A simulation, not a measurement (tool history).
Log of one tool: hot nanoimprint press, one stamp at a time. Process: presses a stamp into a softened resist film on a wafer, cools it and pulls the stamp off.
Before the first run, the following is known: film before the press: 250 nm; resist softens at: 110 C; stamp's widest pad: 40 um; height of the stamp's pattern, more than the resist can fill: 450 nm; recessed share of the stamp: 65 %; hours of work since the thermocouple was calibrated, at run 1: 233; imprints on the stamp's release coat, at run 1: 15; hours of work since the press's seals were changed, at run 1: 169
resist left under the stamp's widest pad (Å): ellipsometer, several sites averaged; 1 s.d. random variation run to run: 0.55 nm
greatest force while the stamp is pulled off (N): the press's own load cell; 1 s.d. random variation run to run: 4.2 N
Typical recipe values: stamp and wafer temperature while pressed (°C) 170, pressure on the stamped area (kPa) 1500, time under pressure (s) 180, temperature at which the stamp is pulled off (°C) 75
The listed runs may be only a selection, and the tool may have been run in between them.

| run | hour | stamp and wafer temperature while pressed (°C) | pressure on the stamped area (kPa) | time under pressure (s) | temperature at which the stamp is pulled off (°C) | hours of work since the thermocouple was calibrated | imprints on the stamp's release coat | hours of work since the press's seals were changed | resist left under the stamp's widest pad (Å) | greatest force while the stamp is pulled off (N) |
|---|---|---|---|---|---|---|---|---|---|---|
| 1 | 0.0 | 170 | 1500 | 180 | 75 | 233 | 15 | 169 | 881 | 205 |
| 2 | 52.5 | 170 | 1710 | 180 | 75 | 262 | 142 | 198 | 823 | 212 |
| 3 | 100.0 | 170 | 1500 | 180 | 75 | 288 | 257 | 224 | 873 | 200 |
| 4 | 142.0 | 170 | 1500 | 180 | 75 | 311 | 359 | 247 | 866 | 206 |
|  | 163.4 | plate thermocouple calibrated |
| 5 | 176.8 | 170 | 1500 | 180 | 75 | 7 | 435 | 265 | 879 | 221 |
| 6 | 219.3 | 170 | 1500 | 180 | 75 | 31 | 538 | 288 | 874 | 206 |
| 7 | 268.0 | 170 | 1500 | 180 | 75 | 58 | 656 | 315 | 875 | 210 |
| 8 | 309.2 | 170 | 1500 | 180 | 75 | 80 | 756 | 338 | 876 | 211 |
| 9 | 331.0 | 170 | 1500 | 180 | 75 | 93 | 809 | 350 | 877 | 200 |
| 10 | 353.6 | 170 | 1500 | 180 | 75 | 105 | 864 | 362 | 872 | 213 |
| 11 | 401.6 | 173 | 1500 | 180 | 75 | 132 | 980 | 389 | 740 | 207 |
| 12 | 429.1 | 173 | 1500 | 180 | 75 | 147 | 1046 | 404 | 739 | 211 |
| 13 | 452.0 | 173 | 1500 | 180 | 75 | 159 | 1102 | 417 | 747 | 202 |
| 14 | 503.1 | 170 | 1840 | 180 | 75 | 188 | 1226 | 445 | 781 | 210 |
| 15 | 536.9 | 170 | 1500 | 180 | 71 | 206 | 1307 | 464 | 871 | 225 |
| 16 | 587.4 | 170 | 1990 | 180 | 71 | 234 | 1430 | 491 | 751 | 229 |
| 17 | 615.1 | 170 | 1060 | 260 | 77 | 249 | 1497 | 507 | 889 | 197 |
| 18 | 639.6 | 165 | 1500 | 180 | 75 | 263 | 1556 | 520 | 1160 | 209 |
| 19 | 666.1 | 162 | 1190 | 254 | 62 | 278 | 1620 | 535 | 1325 | 271 |
| 20 | 709.5 | 179 | 1050 | 134 | 71 | 302 | 1725 | 559 | 737 | 234 |
| 21 | 742.5 | 170 | 1500 | 100 | 75 | 320 | 1805 | 577 | 1098 | 208 |
|  | 750.0 | plate thermocouple calibrated |
| 22 | 779.9 | 176 | 1180 | 177 | 75 | 17 | 1889 | 596 | 712 | 210 |
| 23 | 817.5 | 170 | 1500 | 288 | 75 | 37 | 1980 | 617 | 722 | 209 |
|  | 829.7 | stamp cleaned and given a new release coat |
| 24 | 858.6 | 159 | 1210 | 242 | 75 | 57 | 70 | 636 | 1572 | 198 |
| 25 | 896.2 | 159 | 1210 | 242 | 63 | 77 | 160 | 657 | 1574 | 264 |
| 26 | 928.1 | 170 | 1920 | 259 | 75 | 95 | 238 | 675 | 661 | 207 |
| 27 | 978.9 | 170 | 1920 | 259 | 75 | 123 | 361 | 703 | 659 | 207 |
| 28 | 1023.9 | 173 | 1920 | 180 | 68 | 148 | 470 | 728 | 654 | 242 |
| 29 | 1056.7 | 173 | 1920 | 180 | 68 | 166 | 549 | 746 | 653 | 250 |
|  | 1098.8 | press's hydraulic seals changed and the load cell set to zero |
| 30 | 1099.5 | 173 | 1910 | 184 | 65 | 185 | 634 | 0 | 649 | 270 |
| 31 | 1141.8 | 173 | 1910 | 184 | 65 | 209 | 736 | 24 | 642 | 260 |

How the hidden state differs across the entries between the runs, from the last listed run before each to the first after it:
Run 4 -> run 5: plate thermocouple calibrated (hour 163.4)
  true temperature over the reading, C: 0.08 -> 0
Run 21 -> run 22: plate thermocouple calibrated (hour 750.0)
  true temperature over the reading, C: 0.1 -> -0.01; pressure that arrives at the usual setting, %: 99.83 -> 99.82; grip of the stamp's worn release coat, % over a new coat's: 1.8 -> 1.9
Run 23 -> run 24: stamp cleaned and given a new release coat (hour 829.7)
  true temperature over the reading, C: -0.01 -> 0; grip of the stamp's worn release coat, % over a new coat's: 2 -> 0.1
Run 29 -> run 30: press's hydraulic seals changed and the load cell set to zero (hour 1098.8)
  pressure that arrives at the usual setting, %: 99.77 -> 99.98; grip of the stamp's worn release coat, % over a new coat's: 0.5 -> 0.6
